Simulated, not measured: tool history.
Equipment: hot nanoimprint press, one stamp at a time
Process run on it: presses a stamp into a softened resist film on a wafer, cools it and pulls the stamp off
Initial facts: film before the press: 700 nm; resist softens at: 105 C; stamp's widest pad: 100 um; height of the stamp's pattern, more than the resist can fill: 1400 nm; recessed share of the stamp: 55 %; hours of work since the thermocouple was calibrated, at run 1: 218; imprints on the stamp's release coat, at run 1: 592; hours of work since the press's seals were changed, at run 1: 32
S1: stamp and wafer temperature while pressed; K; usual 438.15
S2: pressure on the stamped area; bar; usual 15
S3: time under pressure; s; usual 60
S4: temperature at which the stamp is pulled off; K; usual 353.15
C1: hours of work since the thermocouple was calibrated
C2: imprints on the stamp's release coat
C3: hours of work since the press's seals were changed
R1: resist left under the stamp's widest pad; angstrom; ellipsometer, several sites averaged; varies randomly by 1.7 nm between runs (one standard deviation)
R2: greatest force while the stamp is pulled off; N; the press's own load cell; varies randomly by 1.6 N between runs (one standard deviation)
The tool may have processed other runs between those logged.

Run 1, hour 0: usual settings; C1 218; C2 592; C3 32. Result: R1 3616 angstrom, R2 164 N.
Run 2, hour 11.2: usual settings but S2 9.8 bar; C1 224; C2 632; C3 38. Result: R1 4417 angstrom, R2 167 N.
Run 3, hour 17.4: usual settings but S2 9.8 bar; C1 228; C2 654; C3 41. Result: R1 4437 angstrom, R2 166 N.
Run 4, hour 23.4: usual settings but S2 9.8 bar; C1 231; C2 675; C3 45. Result: R1 4423 angstrom, R2 163 N.
Run 5, hour 33: usual settings but S2 20.1 bar; C1 236; C2 710; C3 50. Result: R1 3098 angstrom, R2 166 N.
At hour 36.5: plate thermocouple calibrated.
Run 6, hour 46.5: usual settings but S2 20.1 bar; C1 6; C2 747; C3 56. Result: R1 3069 angstrom, R2 168 N.
Run 7, hour 52.8: usual settings but S2 20.1 bar; C1 9; C2 769; C3 59. Result: R1 3089 angstrom, R2 169 N.
At hour 60.9: plate thermocouple calibrated, once more.
Run 8, hour 63.3: usual settings but S2 20.1 bar; C1 1; C2 796; C3 63. Result: R1 3037 angstrom, R2 167 N.
Run 9, hour 68: usual settings but S2 20.1 bar; C1 4; C2 813; C3 66. Result: R1 3029 angstrom, R2 164 N.
Run 10, hour 77.4: usual settings but S2 12.2 bar, S3 89 s, S4 341.15 K; C1 9; C2 846; C3 71. Result: R1 3497 angstrom, R2 183 N.

Each row is a separate what-if for the run after 10, all from the same tool condition, not one after another. Results?
Run A, hour 85.7: usual settings but S2 12.2 bar, S3 68 s, S4 341.15 K; C1 14; C2 876; C3 76. Result: R1 ?, R2 ?.
Run B, hour 85.7: usual settings but S1 442.15 K; C1 14; C2 876; C3 76. Result: R1 ?, R2 ?.
Run C, hour 85.7: usual settings but S3 94 s, S4 358.15 K; C1 14; C2 876; C3 76. Result: R1 ?, R2 ?.
Run D, hour 85.7: usual settings but S3 118 s, S4 358.15 K; C1 14; C2 876; C3 76. Result: R1 ?, R2 ?.

run    R1   R2
  A  3815  187
  B  3123  166
  C  3077  157
  D  2866  157
Take away the tool's hidden state, keep each run's random variation, and the runs would have read:
run    R1   R2
  A  3800  177
  B  3110  157
  C  3063  149
  D  2852  148

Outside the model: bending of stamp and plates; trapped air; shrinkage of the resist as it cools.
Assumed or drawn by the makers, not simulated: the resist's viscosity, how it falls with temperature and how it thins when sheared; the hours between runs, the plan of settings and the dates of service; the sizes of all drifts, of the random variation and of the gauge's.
